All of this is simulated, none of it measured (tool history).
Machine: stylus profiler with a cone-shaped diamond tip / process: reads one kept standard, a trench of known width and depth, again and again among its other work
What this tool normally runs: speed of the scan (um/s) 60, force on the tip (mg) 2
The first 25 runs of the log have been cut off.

| run | hour | speed of the scan (um/s) | force on the tip (mg) | depth of the trench (nm) | width of the trench's floor (nm) |
|---|---|---|---|---|---|
| 26 | 1306.6 | 158 | 1.04 | 99.91 | 97530 |
| 27 | 1336 | 19 | 0.82 | 99.87 | 98010 |
| 28 | 1396.7 | 19 | 0.82 | 99.82 | 97970 |
| 29 | 1438.4 | 19 | 0.82 | 99.79 | 98010 |
| 30 | 1504.1 | 15 | 0.81 | 99.85 | 97980 |
| 31 | 1562.6 | 15 | 0.81 | 99.81 | 97970 |
| 32 | 1592.3 | 15 | 0.81 | 99.79 | 97990 |
| 33 | 1631.1 | 21 | 3.28 | 100.29 | 97940 |
| 34 | 1693.9 | 21 | 3.28 | 100.29 | 97910 |
| 35 | 1743 | 21 | 3.28 | 100.27 | 97910 |
|  | 1756.8 | height scale calibrated on a step standard |
| 36 | 1793.6 | 57 | 0.69 | 100.2 | 97700 |
| 37 | 1859.5 | 135 | 2.29 | 100.5 | 97640 |
| 38 | 1917.6 | 70 | 1.86 | 100.44 | 97760 |
| 39 | 1955.7 | 70 | 1.86 | 100.49 | 97750 |
| 40 | 2018 | 70 | 1.86 | 100.43 | 97720 |
| 41 | 2073.3 | 201 | 1.52 | 100.39 | 97360 |
| 42 | 2110.6 | 227 | 0.77 | 100.1 | 96970 |
| 43 | 2179.8 | 227 | 0.77 | 100.16 | 96980 |
| 44 | 2252.5 | 17 | 1.58 | 100.39 | 97820 |
| 45 | 2300.7 | 17 | 1.58 | 100.29 | 97760 |
| 46 | 2367.7 | 17 | 1.02 | 100.17 | 97750 |

What if the next run were any one of these 3? Each begins from the tool's condition after run 46:
| A | 2415.7 | 60 | 2.13 | ? | ? |
| B | 2415.7 | 95 | 0.9 | ? | ? |
| C | 2415.7 | 34 | 0.77 | ? | ? |

| run | depth of the trench (nm) | width of the trench's floor (nm) |
|---|---|---|
| A | 100.41 | 97650 |
| B | 100.1 | 97450 |
| C | 100.14 | 97700 |
Stripped of hidden state, with their random variation kept, the same runs would have yielded:
| run | depth of the trench (nm) | width of the trench's floor (nm) |
|---|---|---|
| A | 100.65 | 98590 |
| B | 100.34 | 98390 |
| C | 100.38 | 98640 |
